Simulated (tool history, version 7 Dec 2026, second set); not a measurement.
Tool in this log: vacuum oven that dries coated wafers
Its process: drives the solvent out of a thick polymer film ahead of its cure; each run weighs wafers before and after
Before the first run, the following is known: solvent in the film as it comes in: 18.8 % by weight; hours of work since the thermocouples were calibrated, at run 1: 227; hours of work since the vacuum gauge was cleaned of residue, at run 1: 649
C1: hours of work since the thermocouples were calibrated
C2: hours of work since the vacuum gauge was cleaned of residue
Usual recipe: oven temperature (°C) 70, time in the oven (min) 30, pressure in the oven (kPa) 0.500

Run 1, hour 0.0: usual settings; C1 227; C2 649. Result: solvent left in the film (%) 1.70.
Run 2, hour 40.3: usual settings but time in the oven (min) 23; C1 243; C2 665. Result: solvent left in the film (%) 2.64.
Run 3, hour 77.7: usual settings but time in the oven (min) 23; C1 258; C2 680. Result: solvent left in the film (%) 2.69.
Run 4, hour 117.9: usual settings but time in the oven (min) 51; C1 275; C2 696. Result: solvent left in the film (%) 0.61.
Run 5, hour 172.9: usual settings but time in the oven (min) 51; C1 297; C2 718. Result: solvent left in the film (%) 0.55.
Run 6, hour 229.1: usual settings but time in the oven (min) 51; C1 319; C2 741. Result: solvent left in the film (%) 0.55.
Run 7, hour 276.3: usual settings but time in the oven (min) 51; C1 338; C2 760. Result: solvent left in the film (%) 0.53.
Run 8, hour 310.6: usual settings but time in the oven (min) 51; C1 352; C2 774. Result: solvent left in the film (%) 0.54.
Run 9, hour 355.7: usual settings but time in the oven (min) 51; C1 370; C2 792. Result: solvent left in the film (%) 0.59.
Run 10, hour 387.3: usual settings but time in the oven (min) 51; C1 383; C2 804. Result: solvent left in the film (%) 0.61.
Run 11, hour 421.0: usual settings but time in the oven (min) 51; C1 396; C2 818. Result: solvent left in the film (%) 0.61.
Run 12, hour 459.5: usual settings; C1 412; C2 833. Result: solvent left in the film (%) 1.74.
Run 13, hour 510.4: usual settings; C1 432; C2 854. Result: solvent left in the film (%) 1.74.
Run 14, hour 573.7: usual settings; C1 458; C2 879. Result: solvent left in the film (%) 1.70.
Run 15, hour 644.6: usual settings; C1 486; C2 908. Result: solvent left in the film (%) 1.73.
Run 16, hour 713.8: usual settings; C1 514; C2 935. Result: solvent left in the film (%) 1.60.
Run 17, hour 769.4: usual settings but oven temperature (°C) 73, time in the oven (min) 22; C1 536; C2 958. Result: solvent left in the film (%) 2.32.
Run 18, hour 834.2: usual settings but oven temperature (°C) 80, pressure in the oven (kPa) 0.732; C1 562; C2 984. Result: solvent left in the film (%) 0.66.
Run 19, hour 873.0: usual settings but oven temperature (°C) 65, time in the oven (min) 47, pressure in the oven (kPa) 0.588; C1 578; C2 999. Result: solvent left in the film (%) 1.19.
Run 20, hour 926.3: usual settings but oven temperature (°C) 61, time in the oven (min) 29, pressure in the oven (kPa) 0.985; C1 599; C2 1021. Result: solvent left in the film (%) 3.94.
Run 21, hour 967.6: usual settings but oven temperature (°C) 79, pressure in the oven (kPa) 0.514; C1 616; C2 1037. Result: solvent left in the film (%) 0.70.

Run 22 is up next; what results do you expect?
Run 22, hour 1027.1: usual settings but oven temperature (°C) 73, time in the oven (min) 24; C1 640; C2 1061. Result: solvent left in the film (%) ?.

solvent left in the film (%): 2.02
On a tool with no hidden condition, and with the same random variation, this run would have come out at solvent left in the film (%) 2.10.
